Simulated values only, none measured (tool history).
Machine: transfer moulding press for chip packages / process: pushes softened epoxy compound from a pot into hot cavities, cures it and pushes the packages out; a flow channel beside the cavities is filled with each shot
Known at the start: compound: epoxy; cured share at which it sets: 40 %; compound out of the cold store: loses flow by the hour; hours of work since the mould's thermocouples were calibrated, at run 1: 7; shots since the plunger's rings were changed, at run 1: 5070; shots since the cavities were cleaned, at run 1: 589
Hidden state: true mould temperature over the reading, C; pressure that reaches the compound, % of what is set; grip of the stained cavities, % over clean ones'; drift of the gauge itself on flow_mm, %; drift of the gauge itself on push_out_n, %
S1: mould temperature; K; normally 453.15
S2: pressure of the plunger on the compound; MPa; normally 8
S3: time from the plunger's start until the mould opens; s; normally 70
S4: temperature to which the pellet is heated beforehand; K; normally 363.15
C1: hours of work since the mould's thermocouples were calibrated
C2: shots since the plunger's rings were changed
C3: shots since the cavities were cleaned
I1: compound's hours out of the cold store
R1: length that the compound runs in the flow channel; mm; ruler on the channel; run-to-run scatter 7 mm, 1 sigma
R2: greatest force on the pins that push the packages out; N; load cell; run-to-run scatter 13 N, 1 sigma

run   hour      S1    S2  S3      S4   C1    C2   C3    I1   R1    R2
  1      0  453.15     8  70  363.15    7  5070  589  12.7  886  1032
  2    8.7  453.15     8  70  363.15   11  5168  687  29.6  810   971
  3   17.8  456.15     8  70  363.15   15  5270  789  32.4  786   876
  4   24.9  456.15     8  70  363.15   18  5351  870  27.4  794   917
      29.2  -- cavities cleaned with cleaning compound and waxed
  5   38.2  456.15     8  70  363.15   23  5484  101  31.7  788  1018
  6   48.8  456.15     8  70  363.15   28  5604  221  32.4  791   997
  7   56.1  453.15     8  70  363.15   31  5686  303  38.1  779  1173
  8     69  453.15  7.77  70  363.15   37  5831  448  23.9  816  1219
  9   81.6  453.15  7.77  70  363.15   42  5974  591  27.6  792  1137
 10   88.7  453.15  7.77  70  363.15   45  6054  671  42.6  747  1183
 11   97.9  453.15  7.77  70  363.15   49  6157  774  18.1  841  1226
     104.3  -- cavities cleaned with cleaning compound and waxed, once more
 12  104.6  453.15  7.77  70  363.15   52  6216    3  37.1  775   627
     112.2  -- plunger's sealing rings changed
 13  118.7  453.15  9.72  70  363.15   57    74  134  46.5  875   724
 14  125.3  456.15     8  54  361.15   60   149  209  47.7  775  1121
 15  131.4  460.15   8.7  94  363.15   62   218  278  12.8  928   568
 16  136.8  452.15  6.48  70  363.15   65   278  338  31.8  760   899
 17  148.7  452.15  6.48  70  363.15   70   413  473  44.5  714   947
 18  154.9  460.15  6.83  95  369.15   73   483  543  33.2  728   668
 19  167.2  457.15  6.98  87  367.15   78   622  682  33.8  764   700
 20  178.9  457.15  6.98  87  367.15   83   754  814  44.8  717   722
     187.8  -- cavities cleaned with cleaning compound and waxed
 21  190.3  457.15  6.98  87  367.15   88   866   29  14.1  834   474
 22  198.2  451.15  6.82  98  367.15   91   954  117  31.7  786   547
 23  210.3  451.15  6.82  98  367.15   97  1091  254  30.6  786   578
 24  222.7  452.15     8  70  363.15  102  1231  394  16.3  908  1021
 25  230.4  453.15  8.27  67  358.15  105  1318  481  18.9  892  1130

How the hidden state differs across the entries between the runs, from the last listed run before each to the first after it:
Run 4 -> run 5: cavities cleaned with cleaning compound and waxed (hour 29.2)
  pressure that reaches the compound, % of what is set: 90.17 -> 89.95; grip of the stained cavities, % over clean ones': 61.9 -> 86.8
  measured value less the no-hidden-state value, R1: -44 -> -44 mm; R2: +342 -> +465 N
Run 11 -> run 12: cavities cleaned with cleaning compound and waxed, once more (hour 104.3)
  true mould temperature over the reading, C: 0.38 -> 0.39; pressure that reaches the compound, % of what is set: 88.79 -> 88.69; grip of the stained cavities, % over clean ones': 82.8 -> 1.2
  measured value less the no-hidden-state value, R1: -53 -> -49 mm; R2: +539 -> -7 N
Run 12 -> run 13: plunger's sealing rings changed (hour 112.2)
  true mould temperature over the reading, C: 0.39 -> 0.4; pressure that reaches the compound, % of what is set: 88.69 -> 99.49; grip of the stained cavities, % over clean ones': 1.2 -> 18.1
  measured value less the no-hidden-state value, R1: -49 -> -4 mm; R2: -7 -> +98 N
Run 20 -> run 21: cavities cleaned with cleaning compound and waxed (hour 187.8)
  true mould temperature over the reading, C: 0.45 -> 0.46; pressure that reaches the compound, % of what is set: 98.32 -> 98.11; grip of the stained cavities, % over clean ones': 61.5 -> 4.6
  measured value less the no-hidden-state value, R1: -8 -> -10 mm; R2: +273 -> +18 N
